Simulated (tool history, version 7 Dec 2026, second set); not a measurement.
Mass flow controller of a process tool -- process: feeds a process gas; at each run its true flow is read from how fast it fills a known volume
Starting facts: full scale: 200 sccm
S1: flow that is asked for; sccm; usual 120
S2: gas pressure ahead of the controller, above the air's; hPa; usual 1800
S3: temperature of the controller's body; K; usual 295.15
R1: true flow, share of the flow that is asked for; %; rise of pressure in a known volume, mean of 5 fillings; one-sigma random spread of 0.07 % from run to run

run,hour,S1,S2,S3,R1
1,0,120,1800,295.15,99.47
2,53.1,120,1800,295.15,99.36
3,135.4,120,1800,295.15,99.41
4,222.6,120,1800,295.15,99.43
5,279,71,1800,295.15,98.91
6,349,120,1800,295.15,99.43
7,386,120,1800,312.15,97.8
8,443.7,120,1930,306.15,98.28
# hour 451.1: controller's zero set anew
9,487.9,27,1800,295.15,99.64
10,559.1,120,1800,308.15,98.44
11,629.7,29,2450,295.15,99.41
# hour 711.8: controller's zero set anew, once more
12,717.7,142,2480,299.15,99.06
13,803.4,120,1800,294.15,99.5
14,878.2,153,1770,295.15,99.81

Forecast each of these 5 alternatives for the next run:
A,931.9,46,1800,295.15,?
B,931.9,20,1800,295.15,?
C,931.9,178,1800,300.15,?
D,931.9,57,1800,294.15,?
E,931.9,119,2650,308.15,?

run,R1
A,98.7
B,98.58
C,99.68
D,98.73
E,97.8
Without the tool's hidden state the same runs would have given:
run,R1
A,98.5
B,98.11
C,99.63
D,98.57
E,97.73
